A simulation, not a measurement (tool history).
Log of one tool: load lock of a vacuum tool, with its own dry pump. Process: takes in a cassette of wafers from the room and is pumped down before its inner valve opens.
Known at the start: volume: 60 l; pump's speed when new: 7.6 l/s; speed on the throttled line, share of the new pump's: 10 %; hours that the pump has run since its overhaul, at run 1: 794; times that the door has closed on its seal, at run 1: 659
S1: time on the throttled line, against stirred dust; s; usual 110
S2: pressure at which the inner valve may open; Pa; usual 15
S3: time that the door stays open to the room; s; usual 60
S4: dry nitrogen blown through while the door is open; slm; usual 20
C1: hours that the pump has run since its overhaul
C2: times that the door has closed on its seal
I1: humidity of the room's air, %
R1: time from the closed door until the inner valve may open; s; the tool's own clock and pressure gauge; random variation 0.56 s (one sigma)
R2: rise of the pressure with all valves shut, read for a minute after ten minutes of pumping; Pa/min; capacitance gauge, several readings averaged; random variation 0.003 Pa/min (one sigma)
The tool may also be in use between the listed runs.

run,hour,S1,S2,S3,S4,C1,C2,I1,R1,R2
1,0.0,110,15,60,20,794,659,46.4,169.4,0.023
2,92.2,110,15,60,20,886,940,44.6,169.8,0.030
3,143.5,110,15,131,20,938,1096,45.5,169.5,0.043
4,252.7,110,15,60,20,1047,1429,44.1,169.4,0.032
5,354.5,110,27,60,20,1149,1739,47.2,164.5,0.042
6,403.3,110,11,60,20,1197,1888,45.9,173.1,0.044
7,493.1,110,11,60,20,1287,2161,46.9,170.9,0.052
8,537.4,107,15,60,20,1332,2296,44.6,166.9,0.047
9,641.5,107,15,60,20,1436,2614,43.4,166.9,0.046
10,732.4,107,15,60,20,1526,2890,43.3,166.9,0.051
11,831.4,107,15,60,20,1626,3192,45.3,167.7,0.057
12,937.7,107,15,60,20,1732,3516,44.7,166.2,0.066
13,998.9,107,15,60,20,1793,3703,44.8,167.4,0.064
14,1061.8,110,14,60,20,1856,3894,46.3,170.4,0.069
15,1130.7,110,15,60,9,1925,4104,42.5,170.2,0.076
16,1188.3,140,15,60,9,1982,4280,42.3,196.9,0.081
17,1286.9,140,15,60,9,2081,4580,40.8,196.6,0.078
18,1365.8,140,15,60,9,2160,4820,43.2,197.2,0.085
19,1436.2,140,15,60,9,2230,5035,45.3,197.2,0.091
20,1521.4,63,15,116,24,2316,5295,47.7,128.2,0.102
21,1612.9,63,15,116,24,2407,5573,46.1,128.1,0.102
22,1668.1,124,14,138,39,2462,5742,43.2,182.3,0.099
23,1757.7,124,14,138,39,2552,6015,46.3,183.8,0.106
24,1854.4,70,15,60,33,2649,6309,48.0,134.3,0.107
25,1922.8,110,15,29,20,2717,6518,41.2,170.6,0.101
26,1974.2,110,28,28,20,2768,6674,43.1,165.4,0.109
27,2045.5,110,28,59,20,2840,6892,46.6,165.7,0.118
28,2109.7,79,19,60,17,2904,7087,41.7,141.2,0.125
29,2212.8,79,19,60,17,3007,7401,42.4,139.8,0.128
30,2304.5,111,10,60,7,3099,7681,45.0,174.4,0.139
31,2359.0,110,30,197,30,3153,7847,47.9,164.5,0.153
32,2448.8,110,20,115,30,3243,8121,43.8,167.9,0.148
33,2534.4,83,10,212,11,3329,8381,48.5,150.1,0.188
34,2590.8,83,10,149,5,3385,8553,40.7,149.8,0.182
35,2679.1,116,14,101,20,3473,8822,41.7,176.1,0.167
36,2748.7,110,15,60,4,3543,9034,47.9,171.3,0.174
37,2840.6,110,15,60,29,3635,9314,43.8,171.5,0.166

Some steps in R1 between neighbouring runs. How much of each would the tool show without its hidden state too (settings, what came in, random variation), and how much is left for the hidden state, with any gauge scatter that isn't in both results?
The hidden state here: pump's speed, % of a new pump's; leak at the door's seal, Pa l/s; drift of the gauge itself on ready_s, %; drift of the gauge itself on rise_pa_min, %.
Run 7 -> 8: S1 110 -> 107, S2 11 -> 15. R1 -4.0 s: hidden state +0.2, all else -4.2.
Run 13 -> 14: S1 107 -> 110, S2 15 -> 14. R1 +3.0 s: hidden state -0.2, all else +3.2.
Run 19 -> 20: S1 140 -> 63, S3 60 -> 116, S4 9 -> 24. R1 -69.0 s: hidden state +0.1, all else -69.1.
Run 21 -> 22: S1 63 -> 124, S2 15 -> 14, S3 116 -> 138, S4 24 -> 39. R1 +54.2 s: hidden state +0.1, all else +54.1.
Run 23 -> 24: S1 124 -> 70, S2 14 -> 15, S3 138 -> 60, S4 39 -> 33. R1 -49.5 s: hidden state +0.0, all else -49.5.
Run 27 -> 28: S1 110 -> 79, S2 28 -> 19, S3 59 -> 60, S4 20 -> 17. R1 -24.5 s: hidden state +0.2, all else -24.7.
